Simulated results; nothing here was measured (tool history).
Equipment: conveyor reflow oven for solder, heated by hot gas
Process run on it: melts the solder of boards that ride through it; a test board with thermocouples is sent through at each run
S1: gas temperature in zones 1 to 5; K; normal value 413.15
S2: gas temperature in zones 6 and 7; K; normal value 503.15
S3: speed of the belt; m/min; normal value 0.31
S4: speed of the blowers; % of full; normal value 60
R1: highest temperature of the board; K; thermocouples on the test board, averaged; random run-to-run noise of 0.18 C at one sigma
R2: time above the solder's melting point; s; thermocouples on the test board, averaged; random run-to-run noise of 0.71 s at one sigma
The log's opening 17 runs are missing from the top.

run   hour      S1      S2     S3  S4      R1     R2
 18  267.3  426.15  508.15  0.344  90  498.55   96.8
 19    279  413.15  503.15   0.31  67  490.25   92.1
 20    292  413.15  495.15  0.258  64  487.05  107.8
 21  305.8  413.15  505.15  0.317  55  487.35   83.6
 22  321.5  418.15  515.15  0.313  56  497.75  100.9
 23  330.6  424.15  500.15   0.31  60  487.85   93.6
 24  350.1  400.15  505.15  0.322  62  487.25   75.9
     362.8  -- belt drive overhauled, speed set with a stopwatch, once more
 25  363.5  411.15  503.15   0.31  74  490.75   88.3
     381.3  -- thermocouples of zones 6 and 7 changed
 26  383.7  413.15  503.15   0.31  73  490.35   88.6
 27  399.7  417.15  508.15   0.31  60  491.55   91.3
 28  419.9  417.15  508.15   0.31  60  491.35   90.9
 29    441  417.15  508.15   0.31  60  491.65   90.5
 30  450.4  417.15  505.15   0.31  66  490.65   91.1
 31  466.3  419.15  505.15   0.31  52  486.55   85.3

Alternative continuations, all from the tool just after run 31; predict every row:
  A  475.9  413.15  505.15   0.31  71   ?   ?
  B  475.9  419.15  505.15  0.297  79   ?   ?
  C  475.9  419.15  510.15   0.31  66   ?   ?

run      R1     R2
  A  491.05   88.8
  B  495.05  102.6
  C  495.25     97
Had the tool no hidden state, the same runs would have come out as:
run      R1     R2
  A  492.25   90.6
  B  496.15  103.9
  C  496.35   98.4
